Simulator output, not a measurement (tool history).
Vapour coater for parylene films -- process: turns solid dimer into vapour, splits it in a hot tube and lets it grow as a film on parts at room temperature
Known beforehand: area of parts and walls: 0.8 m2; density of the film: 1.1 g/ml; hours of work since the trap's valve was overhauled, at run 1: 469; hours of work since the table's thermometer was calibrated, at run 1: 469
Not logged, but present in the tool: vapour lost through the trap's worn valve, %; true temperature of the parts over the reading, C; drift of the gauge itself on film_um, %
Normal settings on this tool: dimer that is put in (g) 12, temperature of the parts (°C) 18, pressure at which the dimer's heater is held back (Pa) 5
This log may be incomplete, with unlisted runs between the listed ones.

run,hour,dimer that is put in (g),temperature of the parts (°C),pressure at which the dimer's heater is held back (Pa),hours of work since the trap's valve was overhauled,hours of work since the table's thermometer was calibrated,thickness of the film (um)
1,0,12,18,5,469,469,5.74
2,39.3,8,18,5,485,485,3.82
3,108.4,8,28,5,513,513,2.4
4,169.4,8,13,5,538,538,4.74
5,229.6,8,13,5,563,563,4.72
6,291.2,8,13,5,588,588,4.61
# hour 340.2: trap's valve overhauled
7,340.2,8,13,7.45,0,606,4.9
8,410.8,8,13,7.45,29,635,4.97
9,463.5,8,13,7.45,50,657,4.86
10,518.4,8,13,7.45,73,679,4.76
11,552.5,8,13,7.45,87,693,4.8
12,610,8,13,7.45,110,716,4.88
13,669.2,8,13,7.45,134,741,4.81
14,719.5,8,13,7.45,155,761,4.75
15,771.1,7,12,5.82,176,782,4.61
16,800.5,7,12,5.82,188,794,4.56
17,850.1,7,13,6.5,208,814,4.22
18,883.8,12,18,2.75,222,828,6.91
19,941.1,7,18,11.32,245,851,3.01
20,985.4,12,15,2.16,263,869,8.29
21,1040.3,12,28,4.07,286,892,3.92
22,1076.6,9,16,5,300,907,4.92
23,1123.8,12,25,2.48,320,926,5.04
24,1186.1,12,25,2.48,345,951,5
25,1238.5,12,14,11.44,366,973,5.94
26,1274.4,12,14,5.3,381,987,6.99
27,1337.5,12,14,5.3,407,1013,6.95

4 options for the next run, each taken on its own from the tool as it stands now. Forecast them:
A,1398.9,14,25,5,432,1038,?
B,1398.9,9,17,5,432,1038,?
C,1398.9,12,20,5,432,1038,?
D,1398.9,12,13,5.3,432,1038,?

run,thickness of the film (um)
A,4.85
B,4.56
C,5.27
D,7.04
With the hidden condition removed and each run's random variation left untouched, the same runs would have given:
run,thickness of the film (um)
A,5.5
B,5.16
C,5.97
D,7.98

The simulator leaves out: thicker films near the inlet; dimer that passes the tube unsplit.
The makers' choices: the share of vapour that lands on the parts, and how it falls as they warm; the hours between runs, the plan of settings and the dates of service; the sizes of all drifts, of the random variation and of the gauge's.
